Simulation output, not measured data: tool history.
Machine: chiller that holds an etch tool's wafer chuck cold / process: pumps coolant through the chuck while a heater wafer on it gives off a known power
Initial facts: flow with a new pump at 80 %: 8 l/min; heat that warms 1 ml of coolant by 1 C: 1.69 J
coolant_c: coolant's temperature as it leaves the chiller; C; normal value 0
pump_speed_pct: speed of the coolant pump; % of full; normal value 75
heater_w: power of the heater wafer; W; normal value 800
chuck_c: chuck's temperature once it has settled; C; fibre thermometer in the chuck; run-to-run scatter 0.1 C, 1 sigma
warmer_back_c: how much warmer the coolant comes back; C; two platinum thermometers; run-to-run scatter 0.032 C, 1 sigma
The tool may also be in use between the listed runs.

run,day,coolant_c,pump_speed_pct,heater_w,chuck_c,warmer_back_c
1,0.000,0,75,800,6.2,3.78
2,2.379,0,75,800,6.2,3.76
3,3.362,0,65,800,6.8,4.41
4,4.604,0,75,800,6.3,3.78
5,6.125,0,75,800,6.2,3.81
6,7.975,0,75,800,6.2,3.76
7,9.017,0,78,800,6.1,3.64
8,10.783,0,78,800,5.8,3.68
9,12.912,0,78,800,5.9,3.64
10,14.662,-2,97,957,4.1,3.53
11,15.967,-2,97,957,4.0,3.54
12,18.012,-2,76,957,5.4,4.52
13,19.658,-8,84,879,-1.6,3.72

4 options for the next run, each taken on its own from the tool as it stands now. Forecast them:
A,20.629,-3,91,488,?,?
B,20.629,-6,71,613,?,?
C,20.629,-8,84,899,?,?
D,20.629,-8,75,800,?,?

run,chuck_c,warmer_back_c
A,0.3,1.92
B,-1.1,3.09
C,-1.6,3.77
D,-1.7,3.83
What these runs would have given with no unlogged condition in the tool:
run,chuck_c,warmer_back_c
A,0.3,1.91
B,-1.1,3.09
C,-1.6,3.77
D,-1.7,3.82
